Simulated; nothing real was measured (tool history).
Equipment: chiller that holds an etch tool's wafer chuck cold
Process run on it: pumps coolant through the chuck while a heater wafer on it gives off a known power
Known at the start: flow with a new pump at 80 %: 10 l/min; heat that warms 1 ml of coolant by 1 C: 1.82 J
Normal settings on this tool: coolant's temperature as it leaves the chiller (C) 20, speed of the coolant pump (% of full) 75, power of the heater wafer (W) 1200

run,day,coolant's temperature as it leaves the chiller (C),speed of the coolant pump (% of full),power of the heater wafer (W),chuck's temperature once it has settled (C),how much warmer the coolant comes back (C)
1,0.000,20,75,1200,28.6,4.28
2,1.642,20,75,1200,28.6,4.29
3,4.908,21,75,1200,29.8,4.32
4,7.175,21,75,1200,29.4,4.35
5,9.967,20,75,1200,28.6,4.32
6,11.721,20,75,1200,28.5,4.34
7,13.658,20,75,1200,28.6,4.39
8,16.429,20,75,1200,28.8,4.34
9,18.942,20,75,1200,28.5,4.41
# day 19.138: chiller's thermometer calibrated
10,21.788,20,75,762,25.1,2.78
11,24.904,20,75,661,24.5,2.41
12,27.996,20,100,1200,26.4,3.25
# day 29.729: chiller's thermometer calibrated, once more
13,31.096,20,100,1200,26.9,3.22
14,32.592,20,100,1200,26.8,3.26
15,35.617,20,100,1200,26.8,3.25
16,38.304,14,66,1200,24.2,4.99
17,41.475,19,88,1192,26.8,3.72
18,45.000,20,75,674,25.2,2.49
19,47.617,11,88,603,14.9,1.88
20,50.217,23,86,870,28.9,2.78
21,53.642,29,86,1129,36.6,3.57
22,56.121,29,86,883,35.0,2.84
23,59.212,29,86,883,34.9,2.82
24,61.071,20,74,874,26.7,3.36
25,63.096,12,64,1225,22.9,5.30
26,66.379,20,68,827,26.9,3.45

Alternative continuations, all from the tool just after run 26; predict every row:
A,69.225,20,63,827,?,?
B,69.225,27,100,757,?,?
C,69.225,20,68,789,?,?

run,chuck's temperature once it has settled (C),how much warmer the coolant comes back (C)
A,27.3,3.66
B,31.4,2.12
C,26.6,3.27
The same runs, with their run-to-run variation unchanged, on a tool lacking any hidden condition would have given:
run,chuck's temperature once it has settled (C),how much warmer the coolant comes back (C)
A,26.5,3.46
B,31.0,2.00
C,25.9,3.09

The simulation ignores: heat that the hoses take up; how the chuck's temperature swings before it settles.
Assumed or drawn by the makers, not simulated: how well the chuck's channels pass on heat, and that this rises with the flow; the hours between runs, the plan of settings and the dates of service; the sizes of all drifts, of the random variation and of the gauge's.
